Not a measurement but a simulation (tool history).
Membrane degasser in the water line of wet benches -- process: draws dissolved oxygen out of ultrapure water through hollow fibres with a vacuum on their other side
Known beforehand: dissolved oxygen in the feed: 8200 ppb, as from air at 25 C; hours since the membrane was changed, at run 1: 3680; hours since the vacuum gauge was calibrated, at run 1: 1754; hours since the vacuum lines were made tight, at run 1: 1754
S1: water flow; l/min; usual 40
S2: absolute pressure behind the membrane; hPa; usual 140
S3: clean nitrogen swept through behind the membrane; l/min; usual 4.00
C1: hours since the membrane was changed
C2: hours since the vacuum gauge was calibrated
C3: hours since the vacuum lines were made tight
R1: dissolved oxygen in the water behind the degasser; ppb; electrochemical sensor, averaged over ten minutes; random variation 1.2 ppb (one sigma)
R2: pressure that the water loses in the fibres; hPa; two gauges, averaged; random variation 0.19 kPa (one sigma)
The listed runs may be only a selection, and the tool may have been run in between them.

{"run": 1, "hour": 0.0, "S1": 40, "S2": 140, "S3": 4.0, "C1": 3680, "C2": 1754, "C3": 1754, "R1": 255.3, "R2": 388.3}
{"run": 2, "hour": 59.4, "S1": 40, "S2": 140, "S3": 4.0, "C1": 3740, "C2": 1813, "C3": 1813, "R1": 252.0, "R2": 390.3}
{"run": 3, "hour": 141.4, "S1": 40, "S2": 140, "S3": 4.93, "C1": 3822, "C2": 1895, "C3": 1895, "R1": 210.4, "R2": 391.0}
{"run": 4, "hour": 197.8, "S1": 40, "S2": 140, "S3": 4.93, "C1": 3878, "C2": 1951, "C3": 1951, "R1": 211.1, "R2": 392.3}
{"run": 5, "hour": 286.5, "S1": 40, "S2": 140, "S3": 4.93, "C1": 3967, "C2": 2040, "C3": 2040, "R1": 212.3, "R2": 393.2}
{"run": 6, "hour": 388.8, "S1": 40, "S2": 140, "S3": 4.93, "C1": 4069, "C2": 2142, "C3": 2142, "R1": 210.4, "R2": 393.7}
{"run": 7, "hour": 457.3, "S1": 40, "S2": 140, "S3": 5.16, "C1": 4138, "C2": 2211, "C3": 2211, "R1": 203.5, "R2": 392.8}
{"run": 8, "hour": 521.2, "S1": 40, "S2": 140, "S3": 5.16, "C1": 4202, "C2": 2275, "C3": 2275, "R1": 202.3, "R2": 388.9}
{"run": 9, "hour": 595.2, "S1": 38, "S2": 140, "S3": 4.0, "C1": 4275, "C2": 2349, "C3": 2349, "R1": 244.2, "R2": 371.9}
{"run": 10, "hour": 661.7, "S1": 40, "S2": 243, "S3": 4.0, "C1": 4342, "C2": 2415, "C3": 2415, "R1": 481.8, "R2": 390.6}
{"run": 11, "hour": 713.4, "S1": 40, "S2": 243, "S3": 4.0, "C1": 4394, "C2": 2467, "C3": 2467, "R1": 478.1, "R2": 393.6}
{"run": 12, "hour": 818.9, "S1": 40, "S2": 243, "S3": 4.0, "C1": 4499, "C2": 2572, "C3": 2572, "R1": 479.8, "R2": 394.9}
{"run": 13, "hour": 910.3, "S1": 40, "S2": 140, "S3": 4.0, "C1": 4591, "C2": 2664, "C3": 2664, "R1": 255.2, "R2": 393.9}
{"run": 14, "hour": 972.0, "S1": 40, "S2": 140, "S3": 4.0, "C1": 4652, "C2": 2726, "C3": 2726, "R1": 257.3, "R2": 391.9}
{"run": 15, "hour": 1030.1, "S1": 50, "S2": 128, "S3": 4.52, "C1": 4710, "C2": 2784, "C3": 2784, "R1": 252.7, "R2": 492.3}
{"run": 16, "hour": 1130.7, "S1": 50, "S2": 128, "S3": 4.52, "C1": 4811, "C2": 2884, "C3": 2884, "R1": 253.7, "R2": 490.7}
{"run": 17, "hour": 1183.3, "S1": 50, "S2": 128, "S3": 4.52, "C1": 4864, "C2": 2937, "C3": 2937, "R1": 252.5, "R2": 491.3}
{"run": 18, "hour": 1284.3, "S1": 50, "S2": 151, "S3": 7.59, "C1": 4965, "C2": 3038, "C3": 3038, "R1": 192.9, "R2": 490.9}
{"run": 19, "hour": 1394.8, "S1": 55, "S2": 250, "S3": 7.59, "C1": 5075, "C2": 3148, "C3": 3148, "R1": 375.3, "R2": 541.4}
{"run": 20, "hour": 1503.1, "S1": 24, "S2": 250, "S3": 7.59, "C1": 5183, "C2": 3257, "C3": 3257, "R1": 168.9, "R2": 237.1}
{"run": 21, "hour": 1601.4, "S1": 24, "S2": 168, "S3": 7.59, "C1": 5282, "C2": 3355, "C3": 3355, "R1": 108.4, "R2": 237.1}
{"run": 22, "hour": 1660.3, "S1": 46, "S2": 256, "S3": 5.73, "C1": 5341, "C2": 3414, "C3": 3414, "R1": 418.8, "R2": 456.5}
{"run": 23, "hour": 1767.3, "S1": 37, "S2": 252, "S3": 3.1, "C1": 5448, "C2": 3521, "C3": 3521, "R1": 580.4, "R2": 363.9}
{"run": 24, "hour": 1875.6, "S1": 43, "S2": 131, "S3": 4.0, "C1": 5556, "C2": 3629, "C3": 3629, "R1": 252.8, "R2": 425.5}
{"run": 25, "hour": 1962.2, "S1": 30, "S2": 96, "S3": 8.56, "C1": 5642, "C2": 3716, "C3": 3716, "R1": 58.8, "R2": 294.5}
{"run": 26, "hour": 2028.4, "S1": 30, "S2": 96, "S3": 8.56, "C1": 5709, "C2": 3782, "C3": 3782, "R1": 59.0, "R2": 297.9}
{"run": 27, "hour": 2089.4, "S1": 30, "S2": 96, "S3": 8.56, "C1": 5770, "C2": 3843, "C3": 3843, "R1": 58.6, "R2": 298.1}
{"run": 28, "hour": 2180.9, "S1": 30, "S2": 96, "S3": 8.56, "C1": 5861, "C2": 3934, "C3": 3934, "R1": 58.9, "R2": 296.1}

Table of differences, measured result less the result of that run with no hidden state. Run-to-run variation is the same in both. Gauge scatter possibly is not:
What the log doesn't record here: membrane still open, %; true pressure behind the membrane over the reading, kPa; air that leaks in behind the membrane, l/min; drift of the gauge itself on oxygen_ppb, %; drift of the gauge itself on loss_of_pressure_kpa, %.
run=1 R1=+3.9 R2=+9.0
run=2 R1=+4.0 R2=+9.2
run=3 R1=+3.5 R2=+9.3
run=4 R1=+3.7 R2=+9.4
run=5 R1=+3.8 R2=+9.7
run=6 R1=+3.9 R2=+9.9
run=7 R1=+3.9 R2=+10.2
run=8 R1=+3.9 R2=+10.3
run=9 R1=+4.7 R2=+10.0
run=10 R1=+5.2 R2=+10.7
run=11 R1=+5.2 R2=+10.9
run=12 R1=+5.4 R2=+11.1
run=13 R1=+5.4 R2=+11.4
run=14 R1=+5.5 R2=+11.5
run=15 R1=+6.4 R2=+14.6
run=16 R1=+6.6 R2=+14.8
run=17 R1=+6.5 R2=+15.0
run=18 R1=+4.6 R2=+15.3
run=19 R1=+5.4 R2=+17.3
run=20 R1=+2.7 R2=+7.7
run=21 R1=+2.5 R2=+7.9
run=22 R1=+5.9 R2=+15.3
run=23 R1=+7.9 R2=+12.5
run=24 R1=+7.4 R2=+14.9
run=25 R1=+2.8 R2=+10.5
run=26 R1=+2.9 R2=+10.6
run=27 R1=+2.9 R2=+10.8
run=28 R1=+3.0 R2=+10.9

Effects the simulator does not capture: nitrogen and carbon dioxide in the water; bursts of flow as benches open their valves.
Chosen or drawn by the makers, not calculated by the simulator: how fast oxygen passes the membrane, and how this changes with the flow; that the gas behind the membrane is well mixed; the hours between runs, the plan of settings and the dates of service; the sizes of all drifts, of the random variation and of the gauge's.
